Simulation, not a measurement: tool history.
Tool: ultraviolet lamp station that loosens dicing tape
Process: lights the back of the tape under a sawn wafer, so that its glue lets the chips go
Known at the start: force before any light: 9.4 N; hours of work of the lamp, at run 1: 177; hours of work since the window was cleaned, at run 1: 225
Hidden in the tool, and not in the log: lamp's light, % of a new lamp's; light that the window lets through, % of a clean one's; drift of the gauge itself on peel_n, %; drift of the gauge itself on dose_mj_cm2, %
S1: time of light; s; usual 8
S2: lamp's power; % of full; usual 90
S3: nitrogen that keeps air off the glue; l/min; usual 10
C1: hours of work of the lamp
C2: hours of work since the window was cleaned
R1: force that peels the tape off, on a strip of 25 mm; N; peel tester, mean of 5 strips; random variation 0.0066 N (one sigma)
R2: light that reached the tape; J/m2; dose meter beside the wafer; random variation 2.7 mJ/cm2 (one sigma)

{"run": 1, "hour": 0.0, "S1": 8, "S2": 90, "S3": 10, "C1": 177, "C2": 225, "R1": 0.305, "R2": 3250}
{"run": 2, "hour": 8.6, "S1": 8, "S2": 90, "S3": 10, "C1": 182, "C2": 230, "R1": 0.293, "R2": 3260}
{"run": 3, "hour": 14.8, "S1": 8, "S2": 90, "S3": 10, "C1": 186, "C2": 234, "R1": 0.287, "R2": 3240}
{"run": 4, "hour": 23.8, "S1": 14, "S2": 90, "S3": 10, "C1": 191, "C2": 239, "R1": 0.068, "R2": 5660}
{"run": 5, "hour": 28.6, "S1": 14, "S2": 90, "S3": 10, "C1": 194, "C2": 242, "R1": 0.06, "R2": 5680}
{"run": 6, "hour": 36.8, "S1": 8, "S2": 72, "S3": 10, "C1": 199, "C2": 247, "R1": 0.547, "R2": 2610}
{"run": 7, "hour": 40.9, "S1": 15, "S2": 90, "S3": 10, "C1": 201, "C2": 249, "R1": 0.06, "R2": 6130}
{"run": 8, "hour": 47.1, "S1": 8, "S2": 90, "S3": 10, "C1": 204, "C2": 252, "R1": 0.296, "R2": 3230}
{"run": 9, "hour": 52.0, "S1": 9, "S2": 90, "S3": 10, "C1": 207, "C2": 255, "R1": 0.213, "R2": 3630}
{"run": 10, "hour": 61.7, "S1": 9, "S2": 90, "S3": 10, "C1": 213, "C2": 261, "R1": 0.214, "R2": 3600}
{"run": 11, "hour": 70.3, "S1": 9, "S2": 90, "S3": 10, "C1": 218, "C2": 266, "R1": 0.213, "R2": 3660}
{"run": 12, "hour": 74.4, "S1": 8, "S2": 90, "S3": 10, "C1": 220, "C2": 268, "R1": 0.308, "R2": 3250}
{"run": 13, "hour": 84.1, "S1": 8, "S2": 90, "S3": 10, "C1": 226, "C2": 274, "R1": 0.315, "R2": 3210}
{"run": 14, "hour": 89.6, "S1": 8, "S2": 90, "S3": 10, "C1": 229, "C2": 277, "R1": 0.296, "R2": 3200}
{"run": 15, "hour": 98.5, "S1": 8, "S2": 90, "S3": 10, "C1": 234, "C2": 282, "R1": 0.302, "R2": 3230}
{"run": 16, "hour": 108.0, "S1": 8, "S2": 90, "S3": 10, "C1": 240, "C2": 288, "R1": 0.315, "R2": 3210}
{"run": 17, "hour": 116.9, "S1": 6, "S2": 79, "S3": 10, "C1": 245, "C2": 293, "R1": 0.929, "R2": 2100}
{"run": 18, "hour": 126.0, "S1": 7, "S2": 90, "S3": 4, "C1": 250, "C2": 298, "R1": 0.867, "R2": 2770}
{"run": 19, "hour": 133.5, "S1": 8, "S2": 90, "S3": 8, "C1": 255, "C2": 303, "R1": 0.38, "R2": 3160}
{"run": 20, "hour": 141.6, "S1": 7, "S2": 98, "S3": 9, "C1": 259, "C2": 307, "R1": 0.417, "R2": 3030}
{"run": 21, "hour": 146.8, "S1": 8, "S2": 90, "S3": 14, "C1": 262, "C2": 310, "R1": 0.267, "R2": 3190}
{"run": 22, "hour": 156.5, "S1": 5, "S2": 66, "S3": 10, "C1": 268, "C2": 316, "R1": 1.868, "R2": 1440}
{"run": 23, "hour": 163.0, "S1": 5, "S2": 66, "S3": 10, "C1": 272, "C2": 320, "R1": 1.912, "R2": 1470}
{"run": 24, "hour": 168.5, "S1": 5, "S2": 66, "S3": 10, "C1": 275, "C2": 323, "R1": 1.91, "R2": 1440}
{"run": 25, "hour": 178.0, "S1": 5, "S2": 66, "S3": 6, "C1": 280, "C2": 329, "R1": 2.329, "R2": 1420}
{"run": 26, "hour": 184.6, "S1": 8, "S2": 90, "S3": 3, "C1": 284, "C2": 332, "R1": 0.841, "R2": 3110}
{"run": 27, "hour": 192.7, "S1": 12, "S2": 68, "S3": 10, "C1": 289, "C2": 337, "R1": 0.238, "R2": 3560}
{"run": 28, "hour": 201.2, "S1": 12, "S2": 68, "S3": 10, "C1": 294, "C2": 342, "R1": 0.222, "R2": 3490}
{"run": 29, "hour": 206.4, "S1": 12, "S2": 68, "S3": 10, "C1": 297, "C2": 345, "R1": 0.239, "R2": 3490}
{"run": 30, "hour": 214.4, "S1": 12, "S2": 68, "S3": 10, "C1": 302, "C2": 350, "R1": 0.238, "R2": 3530}
{"run": 31, "hour": 221.5, "S1": 5, "S2": 70, "S3": 10, "C1": 306, "C2": 354, "R1": 1.792, "R2": 1520}
{"run": 32, "hour": 227.5, "S1": 14, "S2": 87, "S3": 10, "C1": 309, "C2": 357, "R1": 0.089, "R2": 5240}

Measured less the same run without the tool's hidden state. The same run-to-run variation is in both; the gauge's scatter may not be:
run=1 R1=+0.077 R2=-350
run=2 R1=+0.077 R2=-350
run=3 R1=+0.078 R2=-360
run=4 R1=+0.008 R2=-630
run=5 R1=+0.008 R2=-640
run=6 R1=+0.141 R2=-290
run=7 R1=+0.005 R2=-700
run=8 R1=+0.084 R2=-380
run=9 R1=+0.06 R2=-430
run=10 R1=+0.06 R2=-440
run=11 R1=+0.063 R2=-440
run=12 R1=+0.091 R2=-400
run=13 R1=+0.094 R2=-410
run=14 R1=+0.091 R2=-410
run=15 R1=+0.096 R2=-420
run=16 R1=+0.098 R2=-430
run=17 R1=+0.24 R2=-290
run=18 R1=+0.232 R2=-380
run=19 R1=+0.121 R2=-440
run=20 R1=+0.133 R2=-430
run=21 R1=+0.086 R2=-450
run=22 R1=+0.384 R2=-210
run=23 R1=+0.395 R2=-210
run=24 R1=+0.4 R2=-210
run=25 R1=+0.44 R2=-220
run=26 R1=+0.251 R2=-490
run=27 R1=+0.082 R2=-550
run=28 R1=+0.081 R2=-550
run=29 R1=+0.085 R2=-560
run=30 R1=+0.086 R2=-570
run=31 R1=+0.423 R2=-240
run=32 R1=+0.017 R2=-870
